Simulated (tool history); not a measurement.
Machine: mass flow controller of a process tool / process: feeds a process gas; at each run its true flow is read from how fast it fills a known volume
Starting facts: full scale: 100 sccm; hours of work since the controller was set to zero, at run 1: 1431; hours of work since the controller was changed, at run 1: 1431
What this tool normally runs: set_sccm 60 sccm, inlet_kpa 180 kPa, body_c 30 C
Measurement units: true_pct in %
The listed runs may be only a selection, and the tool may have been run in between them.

run,hour,set_sccm,inlet_kpa,body_c,hours of work since the controller was set to zero,hours of work since the controller was changed,true_pct
1,0.0,60,180,30,1431,1431,97.65
2,70.4,60,180,30,1463,1463,97.64
3,184.3,60,180,30,1515,1515,97.59
4,261.8,60,180,30,1550,1550,97.66
5,339.7,60,180,30,1585,1585,97.51
6,422.5,71,180,30,1623,1623,97.96
7,474.1,60,180,30,1646,1646,97.63
8,541.5,60,180,30,1677,1677,97.58
9,610.6,60,180,26,1708,1708,97.93
10,691.4,60,180,26,1745,1745,97.95
11,784.1,21,180,30,1787,1787,95.58
12,857.1,60,180,30,1820,1820,97.58
13,963.9,60,180,30,1868,1868,97.43
14,1027.3,60,180,30,1897,1897,97.53
15,1092.2,60,180,30,1926,1926,97.51
16,1179.2,60,180,30,1966,1966,97.25
17,1274.4,60,180,30,2009,2009,97.34
18,1386.6,60,180,30,2060,2060,97.34
19,1438.1,60,180,30,2083,2083,97.36
20,1488.8,60,180,30,2106,2106,97.27
21,1555.4,11,180,20,2136,2136,94.39
22,1633.0,15,172,30,2171,2171,94.16
# hour 1641.4: controller's zero set anew
23,1698.4,76,169,25,26,2201,98.45
24,1817.2,74,232,28,80,2255,97.43
25,1933.7,74,232,28,132,2307,97.62
26,2039.2,34,180,37,180,2355,94.96
27,2141.7,34,180,37,227,2402,94.90
# hour 2147.0: controller's zero set anew, once more
28,2239.1,34,155,37,42,2446,96.50
29,2307.3,34,155,37,73,2477,96.41
30,2389.7,26,244,22,110,2514,97.32
31,2450.4,26,244,20,138,2541,97.51
32,2529.4,26,244,20,173,2577,97.55
33,2581.5,26,244,34,197,2601,95.91
34,2679.6,26,244,34,241,2645,95.89
35,2735.3,60,180,24,267,2671,98.41
36,2826.3,16,246,30,308,2712,95.75
37,2882.2,16,246,30,333,2737,95.73
38,2931.2,16,246,20,355,2759,96.83
39,2985.4,60,186,20,380,2784,98.78

Predict each of these 4 candidate next runs independently; none follows another, all start after run 39:
A,3079.7,43,186,20,423,2827,?
B,3079.7,28,180,25,423,2827,?
C,3079.7,26,230,22,423,2827,?
D,3079.7,67,186,35,423,2827,?

run,true_pct
A,98.19
B,97.17
C,97.01
D,97.21
With no hidden state in the tool, these same runs would have given:
run,true_pct
A,99.19
B,98.28
C,98.15
D,98.14
